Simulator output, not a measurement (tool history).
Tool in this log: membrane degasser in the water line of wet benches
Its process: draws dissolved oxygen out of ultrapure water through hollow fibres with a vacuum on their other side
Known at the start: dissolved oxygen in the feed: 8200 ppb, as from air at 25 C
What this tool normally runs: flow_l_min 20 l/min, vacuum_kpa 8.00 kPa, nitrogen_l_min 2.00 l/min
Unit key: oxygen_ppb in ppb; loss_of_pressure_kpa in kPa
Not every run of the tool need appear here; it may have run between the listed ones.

run    hour  flow_l_min  vacuum_kpa  nitrogen_l_min  oxygen_ppb  loss_of_pressure_kpa
  1     0.0          20        8.00            2.00       198.3                 60.56
  2    95.3          20        8.00            2.00       195.5                 60.89
  3   191.7          20        8.00            2.00       192.1                 60.82
  4   314.0          20        8.00            2.00       197.4                 61.04
  5   393.0          20        8.74            2.00       212.2                 60.54
  6   455.1          20        8.00            2.00       200.6                 61.29
  7   523.5          20        8.00            2.00       198.4                 60.62
  8   643.6          18        8.00            2.00       161.0                 54.60
  9   710.0          18        8.00            2.00       160.3                 54.71
 10   785.1          18        8.00            1.03       242.9                 54.60
 11   897.9          18        8.00            1.03       241.9                 54.61
 12   984.9          20        8.00            2.00       196.9                 60.51
 13  1086.1          20        8.00            2.00       194.5                 60.76
 14  1141.1          20        8.00            2.00       197.7                 60.65
 15  1221.3          20        8.00            2.00       195.1                 60.79
 16  1291.0          20        8.00            2.00       196.5                 59.76
 17  1393.6          20        8.00            2.00       196.6                 60.48

What will run 18 give?
 18  1443.8          21       15.01            3.83           ?                     ?

oxygen_ppb: 252.8 ppb
loss_of_pressure_kpa: 63.72 kPa
Minus the tool's unlogged condition, the same run would have read oxygen_ppb 252.6 ppb, loss_of_pressure_kpa 64.48 kPa.
